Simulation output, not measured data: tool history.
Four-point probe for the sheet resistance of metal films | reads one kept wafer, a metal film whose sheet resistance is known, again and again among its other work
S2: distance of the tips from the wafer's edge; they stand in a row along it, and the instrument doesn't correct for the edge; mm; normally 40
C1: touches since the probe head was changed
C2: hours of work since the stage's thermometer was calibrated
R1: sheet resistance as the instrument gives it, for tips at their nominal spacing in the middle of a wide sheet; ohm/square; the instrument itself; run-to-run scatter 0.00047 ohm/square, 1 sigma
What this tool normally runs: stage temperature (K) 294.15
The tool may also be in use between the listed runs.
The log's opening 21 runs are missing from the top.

{"run": 22, "day": 13.454, "stage temperature (K)": 291.15, "S2": 6, "C1": 16001, "C2": 760, "R1": 2.391896}
{"run": 23, "day": 14.354, "stage temperature (K)": 298.15, "S2": 29, "C1": 16612, "C2": 772, "R1": 2.350694}
{"run": 24, "day": 14.942, "stage temperature (K)": 297.15, "S2": 47, "C1": 17011, "C2": 780, "R1": 2.346963}
{"run": 25, "day": 15.638, "stage temperature (K)": 298.15, "S2": 17, "C1": 17484, "C2": 790, "R1": 2.354532}
{"run": 26, "day": 16.1, "stage temperature (K)": 296.15, "S2": 35, "C1": 17797, "C2": 796, "R1": 2.346248}
{"run": 27, "day": 16.517, "stage temperature (K)": 294.15, "S2": 55, "C1": 18080, "C2": 802, "R1": 2.342482}
{"run": 28, "day": 16.942, "stage temperature (K)": 294.15, "S2": 19, "C1": 18369, "C2": 808, "R1": 2.346994}
{"run": 29, "day": 17.571, "stage temperature (K)": 304.15, "S2": 31, "C1": 18796, "C2": 816, "R1": 2.360417}
{"run": 30, "day": 18.396, "stage temperature (K)": 300.15, "S2": 5, "C1": 19355, "C2": 828, "R1": 2.429754}
{"run": 31, "day": 19.183, "stage temperature (K)": 301.15, "S2": 15, "C1": 19888, "C2": 838, "R1": 2.361767}
{"run": 32, "day": 19.712, "stage temperature (K)": 301.15, "S2": 15, "C1": 20249, "C2": 846, "R1": 2.362269}
{"run": 33, "day": 20.321, "stage temperature (K)": 303.15, "S2": 15, "C1": 20661, "C2": 854, "R1": 2.364874}

Consider 3 possible next runs. They are alternatives, not a sequence: every one starts from the tool as it was left by run 33. What does each give?
{"run": "A", "day": 20.775, "stage temperature (K)": 298.15, "S2": 40, "C1": 20968, "C2": 860, "R1": "?"}
{"run": "B", "day": 20.775, "stage temperature (K)": 293.15, "S2": 40, "C1": 20968, "C2": 860, "R1": "?"}
{"run": "C", "day": 20.775, "stage temperature (K)": 291.15, "S2": 39, "C1": 20968, "C2": 860, "R1": "?"}

run=A R1=2.348807
run=B R1=2.341637
run=C R1=2.337286
Without the tool's hidden state the same runs would have given:
run=A R1=2.348876
run=B R1=2.341706
run=C R1=2.337355
